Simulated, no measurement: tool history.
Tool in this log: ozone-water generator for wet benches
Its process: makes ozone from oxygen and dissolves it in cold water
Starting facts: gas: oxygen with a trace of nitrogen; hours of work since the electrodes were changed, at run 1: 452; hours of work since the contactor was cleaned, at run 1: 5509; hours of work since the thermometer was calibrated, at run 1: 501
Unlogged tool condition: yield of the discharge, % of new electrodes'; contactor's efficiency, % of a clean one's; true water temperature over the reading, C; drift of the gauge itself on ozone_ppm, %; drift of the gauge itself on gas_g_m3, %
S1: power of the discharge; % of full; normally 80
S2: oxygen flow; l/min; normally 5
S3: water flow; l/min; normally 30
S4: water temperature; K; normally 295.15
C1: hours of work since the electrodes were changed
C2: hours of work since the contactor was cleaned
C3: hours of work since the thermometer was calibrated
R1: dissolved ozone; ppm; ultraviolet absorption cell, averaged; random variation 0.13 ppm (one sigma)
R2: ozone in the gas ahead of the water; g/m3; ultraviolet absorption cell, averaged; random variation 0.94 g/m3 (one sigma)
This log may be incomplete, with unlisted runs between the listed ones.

run   hour  S1    S2  S3      S4   C1    C2   C3    R1     R2
  1      0  80     5  30  295.15  452  5509  501  12.9  159.9
  2   18.5  80     5  30  295.15  467  5524  516  12.9  160.3
  3   38.6  80     5  30  295.15  483  5540  533  12.8  159.8
  4   66.3  50     5  30  295.15  505  5562  555     9  112.7
  5   94.4  50     5  30  295.15  528  5585  577   9.1  112.6
  6    119  50     5  30  295.15  548  5605  597   9.2  112.6
  7  151.8  50     5  30  295.15  574  5631  624   8.9  111.8
  8  189.4  50     5  30  295.15  604  5661  654   9.1  114.4
  9  226.2  50     5  30  295.15  634  5691  683   9.2  113.1
 10  244.2  44     5  30  295.15  648  5705  698   8.2  103.5
 11  271.8  44  8.21  39  295.15  671  5728  720   6.7   77.1
 12  288.1  57   6.1  31  293.15  684  5741  733  10.1  110.7
 13  310.2  80  6.98  29  296.15  701  5758  751  12.9  131.1
 14  342.1  45  6.98  29  292.15  727  5784  777   8.9   85.7
 15  366.4  45  3.43  28  292.15  747  5804  796   8.8  130.1
 16  397.1  45  5.65  21  295.15  771  5828  821  11.2   96.7
 17  420.7  92  4.98  44  295.15  790  5847  840   9.9  176.9

What if the next run were any one of these 4? Each begins from the tool's condition after run 17:
  A  436.4  48  7.23  30  288.15  803  5860  853   ?   ?
  B  436.4  92  2.95  44  299.15  803  5860  853   ?   ?
  C  436.4  49  4.98  35  295.15  803  5860  853   ?   ?
  D  436.4  69  4.68  27  295.15  803  5860  853   ?   ?

run    R1     R2
  A   9.7   88.9
  B   8.8  240.9
  C   7.7  110.5
  D  12.2  149.2
What these runs would have given with no unlogged condition in the tool:
run    R1     R2
  A   9.7   88.9
  B   8.8    241
  C   7.7  110.5
  D  12.2  149.2
